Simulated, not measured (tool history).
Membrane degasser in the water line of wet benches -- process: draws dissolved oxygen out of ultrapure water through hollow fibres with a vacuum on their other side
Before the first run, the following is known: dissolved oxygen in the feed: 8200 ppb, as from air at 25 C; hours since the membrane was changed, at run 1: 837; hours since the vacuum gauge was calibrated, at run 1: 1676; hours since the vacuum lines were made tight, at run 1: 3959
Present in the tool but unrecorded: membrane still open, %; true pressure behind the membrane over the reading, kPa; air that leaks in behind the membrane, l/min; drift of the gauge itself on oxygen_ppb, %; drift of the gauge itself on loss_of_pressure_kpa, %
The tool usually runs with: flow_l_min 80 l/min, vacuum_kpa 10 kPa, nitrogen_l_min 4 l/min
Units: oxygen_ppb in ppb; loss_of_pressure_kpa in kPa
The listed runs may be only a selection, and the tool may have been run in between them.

run    hour  flow_l_min  vacuum_kpa  nitrogen_l_min  hours since the membrane was changed  hours since the vacuum gauge was calibrated  hours since the vacuum lines were made tight  oxygen_ppb  loss_of_pressure_kpa
  1       0          80          10               4                                   837                                         1676                                          3959       507.9                 51.36
  2    56.6          80          10               4                                   894                                         1732                                          4016       511.2                 50.66
  3      95          80          10               4                                   932                                         1771                                          4054       523.4                 51.07
  4   135.1          80          10               4                                   972                                         1811                                          4094       519.9                 50.61
  5   174.3          80          10               4                                  1012                                         1850                                          4133       515.9                 50.82
  6   217.3          80          10               4                                  1054                                         1893                                          4176       523.4                 50.77
  7     253         115          10               4                                  1090                                         1929                                          4212       753.1                 72.71
  8   308.1          80          10               4                                  1145                                         1984                                          4267       523.8                 50.52
  9     357          80          10               4                                  1194                                         2033                                          4316       518.8                 50.51
 10     405          80          10               4                                  1242                                         2081                                          4364       521.5                 50.38
 11   459.9          80          10               4                                  1297                                         2135                                          4419       521.8                 50.47
 12   492.6          80          10               4                                  1330                                         2168                                          4452       520.7                 50.26
 13   547.7          80          10               4                                  1385                                         2223                                          4507       521.6                 50.42
 14   593.5          80          10               4                                  1431                                         2269                                          4553       521.1                 50.32
 15   645.3          80         9.4               4                                  1483                                         2321                                          4604       487.9                 50.28
 16   686.4          80          10            2.83                                  1524                                         2362                                          4645       617.2                 50.29
 17   735.5          88         7.3           11.59                                  1573                                         2411                                          4695       342.7                 55.05
 18   787.4         115         7.3            9.06                                  1625                                         2463                                          4746       496.2                  72.6
 19   813.2          81         8.6            4.59                                  1650                                         2489                                          4772       436.3                 50.57
 20   859.6          81          10            2.58                                  1697                                         2535                                          4819       644.3                  50.5
 21   897.5          80          10            11.1                                  1735                                         2573                                          4857       348.5                 49.98
 22   947.1          80          10            11.1                                  1784                                         2623                                          4906       346.9                 49.97
 23   971.6          80         7.3            2.29                                  1809                                         2647                                          4931       518.9                 49.81
     1008.4  -- gauge calibrated
 24  1008.5          64        11.5             3.7                                  1846                                         2684                                          4968       473.7                 40.97
 25  1052.8          66        11.4             2.4                                  1890                                         2728                                          5012       621.7                 41.89
 26  1107.8          66        11.4             2.4                                  1945                                         2783                                          5067         621                 42.09
 27    1155          86        23.4            5.77                                  1992                                         2831                                          5114       876.4                 54.89
 28  1207.2          80          10            6.05                                  2044                                         2883                                          5166       432.4                 50.66

Expected results for the next run?
 29  1242.3          55        11.1            2.86                                  2080                                         2918                                          5201           ?                     ?

{"run 29": {"oxygen_ppb": 456, "loss_of_pressure_kpa": 34.93}}
If the tool had no hidden condition, the same run with the same run-to-run variation would have returned oxygen_ppb 455.8 ppb, loss_of_pressure_kpa 35.16 kPa.

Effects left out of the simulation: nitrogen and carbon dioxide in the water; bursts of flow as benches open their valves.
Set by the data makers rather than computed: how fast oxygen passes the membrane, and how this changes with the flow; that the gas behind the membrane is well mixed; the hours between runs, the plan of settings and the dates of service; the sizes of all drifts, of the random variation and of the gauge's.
